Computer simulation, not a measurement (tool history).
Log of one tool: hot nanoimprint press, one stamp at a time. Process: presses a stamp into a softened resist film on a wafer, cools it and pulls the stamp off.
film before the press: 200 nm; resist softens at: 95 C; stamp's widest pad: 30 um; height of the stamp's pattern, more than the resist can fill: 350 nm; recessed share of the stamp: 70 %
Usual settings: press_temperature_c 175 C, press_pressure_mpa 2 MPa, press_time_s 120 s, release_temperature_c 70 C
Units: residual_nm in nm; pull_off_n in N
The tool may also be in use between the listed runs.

| run | hour | press_temperature_c | press_pressure_mpa | press_time_s | release_temperature_c | residual_nm | pull_off_n |
|---|---|---|---|---|---|---|---|
| 1 | 0 | 175 | 2 | 120 | 70 | 105.5 | 105 |
| 2 | 46.4 | 175 | 2 | 120 | 70 | 105.3 | 110 |
| 3 | 91.2 | 175 | 2 | 120 | 70 | 105.1 | 128 |
| 4 | 152.6 | 175 | 2 | 120 | 70 | 104.7 | 138 |
|  | 189.4 | plate thermocouple calibrated |
| 5 | 206.6 | 175 | 2 | 120 | 70 | 101.3 | 141 |
| 6 | 241.8 | 175 | 2 | 120 | 62 | 101.1 | 197 |
|  | 311.7 | stamp cleaned and given a new release coat |
| 7 | 315.2 | 175 | 2 | 120 | 62 | 100.4 | 122 |
| 8 | 350.6 | 175 | 2 | 120 | 62 | 100.4 | 132 |
|  | 366.7 | plate thermocouple calibrated, once more |
| 9 | 391.6 | 175 | 2 | 120 | 70 | 109.2 | 125 |
| 10 | 461.7 | 175 | 2 | 120 | 70 | 108.8 | 131 |
| 11 | 532.7 | 175 | 2 | 120 | 70 | 108.5 | 149 |
| 12 | 589.2 | 175 | 2 | 120 | 70 | 107.8 | 171 |
| 13 | 626.5 | 175 | 2 | 120 | 70 | 107.6 | 165 |
|  | 636.4 | stamp cleaned and given a new release coat |
|  | 648.6 | press's hydraulic seals changed and the load cell set to zero |
| 14 | 677.4 | 175 | 2 | 120 | 70 | 105.4 | 109 |
| 15 | 743.9 | 175 | 2 | 120 | 70 | 104.8 | 120 |
| 16 | 783.3 | 175 | 2 | 120 | 70 | 104.6 | 133 |
|  | 814.7 | plate thermocouple calibrated |
| 17 | 819 | 168 | 2 | 171 | 70 | 128.9 | 133 |
| 18 | 883.1 | 168 | 2 | 171 | 70 | 128.2 | 157 |
| 19 | 920.1 | 168 | 2.3 | 171 | 57 | 122.6 | 224 |
|  | 972.5 | stamp cleaned and given a new release coat |
| 20 | 984.8 | 175 | 2 | 106 | 72 | 110.3 | 99 |
| 21 | 1027 | 175 | 1.25 | 152 | 72 | 114.9 | 106 |
| 22 | 1090.5 | 175 | 2 | 108 | 70 | 108.8 | 126 |
| 23 | 1122.1 | 186 | 2 | 121 | 70 | 62.2 | 133 |
| 24 | 1159.8 | 186 | 2 | 121 | 70 | 61.8 | 136 |
| 25 | 1193.5 | 186 | 2 | 121 | 70 | 61.9 | 150 |
|  | 1253.8 | plate thermocouple calibrated |
| 26 | 1254.6 | 179 | 3.17 | 87 | 60 | 85.5 | 214 |
|  | 1299.7 | stamp cleaned and given a new release coat |
| 27 | 1319.5 | 181 | 2.1 | 120 | 56 | 80.5 | 153 |
| 28 | 1385.5 | 175 | 2.29 | 187 | 70 | 86.9 | 119 |
| 29 | 1428.7 | 170 | 2.29 | 187 | 70 | 110 | 131 |
| 30 | 1477 | 175 | 1.48 | 120 | 69 | 118.3 | 139 |

Measured less the same run without the tool's hidden state. The same run-to-run variation is in both; the gauge's scatter may not be:
The hidden state here: true temperature over the reading, C; pressure that arrives at the usual setting, %; grip of the stamp's worn release coat, % over a new coat's; drift of the gauge itself on residual_nm, %; drift of the gauge itself on pull_off_n, %.
| run | residual_nm | pull_off_n |
|---|---|---|
| 1 | -2 | +1 |
| 2 | -2.4 | +10 |
| 3 | -2.7 | +19 |
| 4 | -3.3 | +32 |
| 5 | -6.3 | +39 |
| 6 | -6.6 | +62 |
| 7 | -7 | -5 |
| 8 | -7.4 | +4 |
| 9 | +1.6 | +16 |
| 10 | +1 | +30 |
| 11 | +0.6 | +45 |
| 12 | +0 | +60 |
| 13 | -0.3 | +64 |
| 14 | -2.3 | +5 |
| 15 | -2.8 | +17 |
| 16 | -3.2 | +26 |
| 17 | -0.5 | +33 |
| 18 | -1.2 | +50 |
| 19 | -1.5 | +80 |
| 20 | -1.9 | +0 |
| 21 | -2.5 | +8 |
| 22 | -2.7 | +22 |
| 23 | -1.8 | +28 |
| 24 | -2.1 | +34 |
| 25 | -2.2 | +43 |
| 26 | +1.4 | +79 |
| 27 | +0.5 | +5 |
| 28 | +0.1 | +16 |
| 29 | -0.4 | +25 |
| 30 | -1.2 | +35 |
